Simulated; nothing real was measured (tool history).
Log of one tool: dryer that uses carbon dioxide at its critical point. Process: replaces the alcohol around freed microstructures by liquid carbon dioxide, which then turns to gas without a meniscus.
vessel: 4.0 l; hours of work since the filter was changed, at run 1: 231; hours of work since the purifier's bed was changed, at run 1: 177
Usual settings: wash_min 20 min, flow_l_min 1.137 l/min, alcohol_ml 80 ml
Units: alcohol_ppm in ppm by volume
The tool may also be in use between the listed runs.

run	hour	wash_min	flow_l_min	alcohol_ml	hours of work since the filter was changed	hours of work since the purifier's bed was changed	alcohol_ppm
1	0.0	20	1.137	80	231	177	407
2	16.2	20	1.137	80	241	187	426
3	47.1	18	1.137	80	260	205	613
4	74.3	29	1.137	80	276	222	97
5	101.7	29	1.137	80	293	239	100
6	128.3	20	1.137	26	309	255	161
7	142.0	20	1.137	80	317	263	437
8	156.5	20	1.137	80	326	272	453
9	183.0	20	1.137	80	342	288	456
10	215.1	14	1.710	50	361	307	268
11	234.8	14	1.710	50	373	319	271
12	265.8	22	0.760	38	392	338	581
13	280.5	20	1.240	42	401	347	206
14	301.1	20	1.240	42	413	359	210
15	316.6	20	1.137	40	423	369	260
# hour 327.2: inlet filter changed
16	337.7	20	1.137	40	6	381	227
17	369.2	14	1.137	46	25	400	735
18	386.0	20	0.800	35	36	410	543

Some steps in alcohol_ppm between neighbouring runs. How much of each would the tool show without its hidden state too (settings, what came in, random variation), and how much is left for the hidden state, with any gauge scatter that isn't in both results?
The hidden state here: flow that reaches the vessel past the clogged filter, %; alcohol in the recycled carbon dioxide, ppm; drift of the gauge itself on alcohol_ppm, %.
Run 3 -> 4: wash_min 18 -> 29. alcohol_ppm -516 ppm by volume: hidden state -47, all else -469.
